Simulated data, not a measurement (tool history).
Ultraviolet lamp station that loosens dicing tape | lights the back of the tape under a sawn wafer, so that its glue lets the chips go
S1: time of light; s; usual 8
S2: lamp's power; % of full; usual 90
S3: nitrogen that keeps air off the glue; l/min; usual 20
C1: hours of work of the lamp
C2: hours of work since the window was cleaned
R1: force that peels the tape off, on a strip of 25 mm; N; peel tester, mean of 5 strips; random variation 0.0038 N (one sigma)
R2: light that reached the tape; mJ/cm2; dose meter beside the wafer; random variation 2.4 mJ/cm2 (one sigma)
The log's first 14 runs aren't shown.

run,hour,S1,S2,S3,C1,C2,R1,R2
15,712.7,8,90,12,773,391,0.354,183
16,758.2,13,90,20,792,410,0.219,298
17,801.1,13,90,20,811,429,0.221,293
18,853.3,13,90,20,833,451,0.221,284
19,918.2,13,90,20,861,479,0.224,288
20,953.6,4,64,35,876,494,0.937,59
21,986.1,4,83,12,890,508,1.025,78
# hour 1010.5: lamp changed
22,1041.3,6,96,12,13,531,0.358,183
23,1094.1,10,96,12,36,554,0.233,296
24,1148.3,10,96,12,59,578,0.240,297
25,1204.9,10,86,8,84,602,0.286,257

Run 26 comes next. What will it give?
26,1240.4,5,80,11,99,617,?,?

R1: 0.643 N
R2: 119 mJ/cm2
Without the tool's hidden state the same run would have given R1 0.534 N, R2 137 mJ/cm2.
